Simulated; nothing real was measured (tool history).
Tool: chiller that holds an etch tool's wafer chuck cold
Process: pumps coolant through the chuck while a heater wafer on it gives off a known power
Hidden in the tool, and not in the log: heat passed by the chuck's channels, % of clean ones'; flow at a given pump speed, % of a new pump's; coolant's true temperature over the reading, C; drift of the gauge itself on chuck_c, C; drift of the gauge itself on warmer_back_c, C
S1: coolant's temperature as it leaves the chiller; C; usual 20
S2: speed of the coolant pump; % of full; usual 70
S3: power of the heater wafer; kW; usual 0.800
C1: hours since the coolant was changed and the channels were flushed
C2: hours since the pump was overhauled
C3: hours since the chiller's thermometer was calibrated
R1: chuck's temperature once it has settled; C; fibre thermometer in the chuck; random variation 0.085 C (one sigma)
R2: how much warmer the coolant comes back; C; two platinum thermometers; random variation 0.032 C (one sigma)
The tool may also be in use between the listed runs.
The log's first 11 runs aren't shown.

Run 12, hour 974.8: usual settings but S2 98 % of full; C1 6071; C2 4909; C3 317. Result: R1 25.73 C, R2 2.71 C.
Run 13, hour 1062.9: usual settings but S3 0.876 kW; C1 6159; C2 4997; C3 405. Result: R1 28.01 C, R2 4.37 C.
Run 14, hour 1113.0: usual settings; C1 6209; C2 5047; C3 455. Result: R1 27.47 C, R2 4.01 C.
Run 15, hour 1214.2: usual settings; C1 6310; C2 5148; C3 556. Result: R1 27.48 C, R2 4.04 C.
Run 16, hour 1267.3: usual settings; C1 6363; C2 5201; C3 609. Result: R1 27.59 C, R2 3.97 C.
Run 17, hour 1361.5: usual settings but S2 76 % of full, S3 0.906 kW; C1 6458; C2 5295; C3 703. Result: R1 27.85 C, R2 4.16 C.
Run 18, hour 1456.0: usual settings but S2 76 % of full, S3 0.906 kW; C1 6552; C2 5390; C3 798. Result: R1 27.90 C, R2 4.13 C.
Run 19, hour 1531.0: usual settings but S2 61 % of full, S3 0.527 kW; C1 6627; C2 5465; C3 873. Result: R1 25.42 C, R2 3.13 C.
Run 20, hour 1592.1: usual settings but S2 75 % of full, S3 0.453 kW; C1 6688; C2 5526; C3 934. Result: R1 23.99 C, R2 2.08 C.
Run 21, hour 1690.3: usual settings but S1 12 C, S3 0.683 kW; C1 6786; C2 5624; C3 1032. Result: R1 18.40 C, R2 3.39 C.
Run 22, hour 1742.5: usual settings but S1 12 C, S3 0.683 kW; C1 6839; C2 5676; C3 1084. Result: R1 18.35 C, R2 3.46 C.
Run 23, hour 1828.7: usual settings but S1 12 C, S2 61 % of full, S3 1.096 kW; C1 6925; C2 5762; C3 1171. Result: R1 23.65 C, R2 6.44 C.
Run 24, hour 1881.7: usual settings but S1 18 C, S2 73 % of full, S3 0.802 kW; C1 6978; C2 5815; C3 1224. Result: R1 25.30 C, R2 3.81 C.
Run 25, hour 1957.4: usual settings but S1 18 C, S2 73 % of full, S3 0.802 kW; C1 7054; C2 5891; C3 1299. Result: R1 25.22 C, R2 3.84 C.
Run 26, hour 2010.6: usual settings but S1 18 C, S2 73 % of full, S3 0.802 kW; C1 7107; C2 5944; C3 1352. Result: R1 25.30 C, R2 3.84 C.
Run 27, hour 2109.0: usual settings but S1 18 C, S2 73 % of full, S3 0.802 kW; C1 7205; C2 6043; C3 1451. Result: R1 25.15 C, R2 3.87 C.
Run 28, hour 2186.5: usual settings but S1 10 C, S2 85 % of full; C1 7283; C2 6120; C3 1528. Result: R1 16.35 C, R2 3.26 C.
Run 29, hour 2240.5: usual settings but S1 15 C, S2 79 % of full; C1 7337; C2 6174; C3 1582. Result: R1 21.64 C, R2 3.54 C.
Run 30, hour 2298.1: usual settings but S1 15 C, S2 88 % of full, S3 0.554 kW; C1 7394; C2 6232; C3 1640. Result: R1 19.21 C, R2 2.17 C.
Run 31, hour 2384.0: usual settings but S1 14 C, S2 76 % of full, S3 1.186 kW; C1 7480; C2 6318; C3 1726. Result: R1 24.27 C, R2 5.40 C.
Run 32, hour 2456.8: usual settings but S1 14 C, S2 77 % of full, S3 0.612 kW; C1 7553; C2 6391; C3 1799. Result: R1 19.12 C, R2 2.75 C.

Forecast each of these 3 alternatives for the next run:
Run A, hour 2544.4: usual settings but S2 96 % of full; C1 7641; C2 6478; C3 1886. Result: R1 ?, R2 ?.
Run B, hour 2544.4: usual settings but S1 22 C, S2 66 % of full, S3 0.402 kW; C1 7641; C2 6478; C3 1886. Result: R1 ?, R2 ?.
Run C, hour 2544.4: usual settings but S1 14 C, S2 77 % of full, S3 0.442 kW; C1 7641; C2 6478; C3 1886. Result: R1 ?, R2 ?.

run     R1    R2
  A  25.68  2.85
  B  25.77  2.21
  C  17.75  2.04
Without the tool's hidden state the same runs would have given:
run     R1    R2
  A  25.66  2.85
  B  25.76  2.20
  C  17.73  2.03
